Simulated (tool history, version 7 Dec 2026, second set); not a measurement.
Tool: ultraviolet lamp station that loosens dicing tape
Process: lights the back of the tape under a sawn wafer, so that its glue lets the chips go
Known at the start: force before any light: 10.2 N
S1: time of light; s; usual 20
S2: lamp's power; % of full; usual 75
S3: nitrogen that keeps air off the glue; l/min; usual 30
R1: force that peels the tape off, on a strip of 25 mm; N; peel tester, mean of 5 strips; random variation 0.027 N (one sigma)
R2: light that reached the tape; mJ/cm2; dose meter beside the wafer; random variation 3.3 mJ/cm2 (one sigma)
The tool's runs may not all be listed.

{"run": 1, "day": 0.0, "S1": 20, "S2": 75, "S3": 30, "R1": 1.538, "R2": 466}
{"run": 2, "day": 0.429, "S1": 30, "S2": 75, "S3": 30, "R1": 0.668, "R2": 701}
{"run": 3, "day": 0.958, "S1": 20, "S2": 97, "S3": 30, "R1": 0.979, "R2": 609}
{"run": 4, "day": 1.342, "S1": 18, "S2": 97, "S3": 30, "R1": 1.211, "R2": 540}
{"run": 5, "day": 2.033, "S1": 18, "S2": 97, "S3": 30, "R1": 1.232, "R2": 538}
{"run": 6, "day": 2.658, "S1": 18, "S2": 97, "S3": 30, "R1": 1.215, "R2": 535}
{"run": 7, "day": 3.212, "S1": 20, "S2": 75, "S3": 30, "R1": 1.612, "R2": 459}
{"run": 8, "day": 3.629, "S1": 20, "S2": 93, "S3": 30, "R1": 1.058, "R2": 570}
{"day": 4.258, "done": "window cleaned of glue's vapour"}
{"run": 9, "day": 4.258, "S1": 20, "S2": 93, "S3": 30, "R1": 1.205, "R2": 547}
{"run": 10, "day": 4.846, "S1": 20, "S2": 93, "S3": 30, "R1": 1.158, "R2": 547}
{"run": 11, "day": 5.25, "S1": 20, "S2": 93, "S3": 30, "R1": 1.236, "R2": 534}
{"run": 12, "day": 5.629, "S1": 20, "S2": 93, "S3": 30, "R1": 1.195, "R2": 540}
{"run": 13, "day": 5.933, "S1": 20, "S2": 93, "S3": 30, "R1": 1.211, "R2": 542}
{"run": 14, "day": 6.258, "S1": 20, "S2": 93, "S3": 30, "R1": 1.215, "R2": 540}
{"run": 15, "day": 6.558, "S1": 20, "S2": 96, "S3": 30, "R1": 1.175, "R2": 556}
{"run": 16, "day": 6.967, "S1": 20, "S2": 75, "S3": 27, "R1": 1.906, "R2": 431}
{"day": 7.262, "done": "window cleaned of glue's vapour, once more"}
{"run": 17, "day": 7.45, "S1": 20, "S2": 75, "S3": 10, "R1": 2.748, "R2": 492}
{"run": 18, "day": 8.0, "S1": 20, "S2": 75, "S3": 10, "R1": 2.843, "R2": 495}
{"run": 19, "day": 8.471, "S1": 20, "S2": 80, "S3": 30, "R1": 1.291, "R2": 527}
{"run": 20, "day": 9.117, "S1": 20, "S2": 80, "S3": 30, "R1": 1.341, "R2": 523}
{"run": 21, "day": 9.662, "S1": 20, "S2": 80, "S3": 30, "R1": 1.32, "R2": 519}
{"run": 22, "day": 10.108, "S1": 20, "S2": 80, "S3": 57, "R1": 0.857, "R2": 517}
{"run": 23, "day": 10.604, "S1": 20, "S2": 75, "S3": 10, "R1": 2.81, "R2": 486}
{"run": 24, "day": 11.238, "S1": 25, "S2": 85, "S3": 59, "R1": 0.441, "R2": 682}
{"run": 25, "day": 11.575, "S1": 25, "S2": 99, "S3": 10, "R1": 1.312, "R2": 800}
{"run": 26, "day": 12.117, "S1": 25, "S2": 96, "S3": 20, "R1": 0.776, "R2": 764}
{"run": 27, "day": 12.671, "S1": 10, "S2": 82, "S3": 14, "R1": 4.709, "R2": 262}
{"run": 28, "day": 13.125, "S1": 19, "S2": 63, "S3": 15, "R1": 3.139, "R2": 379}
{"run": 29, "day": 13.617, "S1": 11, "S2": 72, "S3": 53, "R1": 3.097, "R2": 249}
{"run": 30, "day": 14.271, "S1": 11, "S2": 72, "S3": 53, "R1": 3.139, "R2": 247}
{"run": 31, "day": 14.838, "S1": 35, "S2": 72, "S3": 53, "R1": 0.323, "R2": 789}
{"run": 32, "day": 15.188, "S1": 11, "S2": 60, "S3": 53, "R1": 3.817, "R2": 207}
{"run": 33, "day": 15.538, "S1": 20, "S2": 77, "S3": 30, "R1": 1.542, "R2": 482}
{"run": 34, "day": 16.079, "S1": 20, "S2": 77, "S3": 25, "R1": 1.79, "R2": 485}
{"run": 35, "day": 16.504, "S1": 20, "S2": 77, "S3": 25, "R1": 1.741, "R2": 472}
{"run": 36, "day": 17.129, "S1": 38, "S2": 77, "S3": 11, "R1": 0.912, "R2": 905}
{"run": 37, "day": 17.7, "S1": 38, "S2": 88, "S3": 11, "R1": 0.7, "R2": 1035}
{"run": 38, "day": 18.121, "S1": 20, "S2": 75, "S3": 58, "R1": 1.103, "R2": 460}
{"run": 39, "day": 18.542, "S1": 20, "S2": 75, "S3": 58, "R1": 1.108, "R2": 458}
{"run": 40, "day": 19.083, "S1": 20, "S2": 75, "S3": 58, "R1": 1.138, "R2": 456}
{"run": 41, "day": 19.479, "S1": 24, "S2": 61, "S3": 26, "R1": 1.844, "R2": 449}
{"run": 42, "day": 19.892, "S1": 40, "S2": 61, "S3": 26, "R1": 0.675, "R2": 741}
{"run": 43, "day": 20.392, "S1": 21, "S2": 61, "S3": 26, "R1": 2.38, "R2": 387}

Forecast each of these 4 alternatives for the next run:
{"run": "A", "day": 20.962, "S1": 20, "S2": 77, "S3": 12, "R1": "?", "R2": "?"}
{"run": "B", "day": 20.962, "S1": 31, "S2": 73, "S3": 30, "R1": "?", "R2": "?"}
{"run": "C", "day": 20.962, "S1": 14, "S2": 75, "S3": 26, "R1": "?", "R2": "?"}
{"run": "D", "day": 20.962, "S1": 26, "S2": 76, "S3": 23, "R1": "?", "R2": "?"}

run=A R1=2.783 R2=461
run=B R1=0.729 R2=683
run=C R1=3.046 R2=314
run=D R1=1.197 R2=596
Without the tool's hidden state the same runs would have given:
run=A R1=2.333 R2=524
run=B R1=0.529 R2=777
run=C R1=2.588 R2=357
run=D R1=0.911 R2=678
